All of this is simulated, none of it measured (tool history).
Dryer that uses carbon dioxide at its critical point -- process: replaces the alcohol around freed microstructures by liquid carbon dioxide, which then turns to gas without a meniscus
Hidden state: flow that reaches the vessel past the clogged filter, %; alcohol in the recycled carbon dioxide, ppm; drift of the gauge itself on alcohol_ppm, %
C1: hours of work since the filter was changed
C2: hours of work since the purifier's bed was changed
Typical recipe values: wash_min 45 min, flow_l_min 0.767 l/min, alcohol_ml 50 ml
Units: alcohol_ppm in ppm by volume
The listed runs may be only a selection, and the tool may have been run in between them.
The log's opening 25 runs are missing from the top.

Run 26, day 33.675: usual settings but wash_min 37 min, flow_l_min 0.793 l/min, alcohol_ml 38 ml; C1 438; C2 1318. Result: alcohol_ppm 301 ppm by volume.
Run 27, day 34.704: usual settings but wash_min 56 min, flow_l_min 0.698 l/min, alcohol_ml 27 ml; C1 456; C2 1336. Result: alcohol_ppm 262 ppm by volume.
Run 28, day 36.212: usual settings but wash_min 56 min, flow_l_min 0.698 l/min, alcohol_ml 27 ml; C1 482; C2 1362. Result: alcohol_ppm 280 ppm by volume.
Run 29, day 37.908: usual settings but wash_min 56 min, flow_l_min 1.002 l/min, alcohol_ml 27 ml; C1 512; C2 1391. Result: alcohol_ppm 282 ppm by volume.
Run 30, day 39.125: usual settings but wash_min 56 min, flow_l_min 1.002 l/min, alcohol_ml 27 ml; C1 533; C2 1412. Result: alcohol_ppm 264 ppm by volume.
Run 31, day 40.279: usual settings but flow_l_min 0.731 l/min; C1 553; C2 1432. Result: alcohol_ppm 341 ppm by volume.
At day 40.638: purifier's bed changed.
At day 41.204: inlet filter changed.
Run 32, day 41.571: usual settings but flow_l_min 0.731 l/min; C1 6; C2 15. Result: alcohol_ppm 22 ppm by volume.
Run 33, day 43.183: usual settings but wash_min 61 min; C1 34; C2 43. Result: alcohol_ppm 18 ppm by volume.
Run 34, day 44.196: usual settings but wash_min 57 min, flow_l_min 0.794 l/min, alcohol_ml 92 ml; C1 52; C2 61. Result: alcohol_ppm 16 ppm by volume.
Run 35, day 46.125: usual settings but wash_min 57 min, flow_l_min 0.794 l/min, alcohol_ml 92 ml; C1 85; C2 94. Result: alcohol_ppm 31 ppm by volume.
Run 36, day 47.758: usual settings but wash_min 57 min, flow_l_min 0.794 l/min, alcohol_ml 92 ml; C1 113; C2 122. Result: alcohol_ppm 34 ppm by volume.
Run 37, day 49.1: usual settings but wash_min 29 min, alcohol_ml 43 ml; C1 137; C2 146. Result: alcohol_ppm 170 ppm by volume.
Run 38, day 50.55: usual settings but wash_min 29 min, alcohol_ml 45 ml; C1 162; C2 171. Result: alcohol_ppm 186 ppm by volume.
Run 39, day 51.762: usual settings but wash_min 48 min, flow_l_min 0.556 l/min, alcohol_ml 82 ml; C1 183; C2 192. Result: alcohol_ppm 156 ppm by volume.
Run 40, day 52.667: usual settings but wash_min 46 min; C1 198; C2 207. Result: alcohol_ppm 50 ppm by volume.
Run 41, day 53.908: usual settings but wash_min 46 min; C1 220; C2 229. Result: alcohol_ppm 57 ppm by volume.
Run 42, day 55.254: usual settings but wash_min 46 min, alcohol_ml 118 ml; C1 243; C2 252. Result: alcohol_ppm 88 ppm by volume.
Run 43, day 57.092: usual settings but wash_min 49 min, flow_l_min 1.16 l/min, alcohol_ml 80 ml; C1 275; C2 284. Result: alcohol_ppm 66 ppm by volume.
Run 44, day 59.025: usual settings but wash_min 51 min, flow_l_min 0.802 l/min, alcohol_ml 49 ml; C1 308; C2 317. Result: alcohol_ppm 70 ppm by volume.
Run 45, day 60.1: usual settings but wash_min 54 min, flow_l_min 0.911 l/min, alcohol_ml 46 ml; C1 327; C2 336. Result: alcohol_ppm 75 ppm by volume.
Run 46, day 61.283: usual settings but flow_l_min 0.551 l/min; C1 347; C2 356. Result: alcohol_ppm 194 ppm by volume.

Run 47 is up next; what results do you expect?
Run 47, day 62.175: usual settings but wash_min 58 min, flow_l_min 0.551 l/min, alcohol_ml 79 ml; C1 363; C2 372. Result: alcohol_ppm ?.

{"run 47": {"alcohol_ppm": 128}}
Minus the tool's unlogged condition, the same run would have read alcohol_ppm 35 ppm by volume.
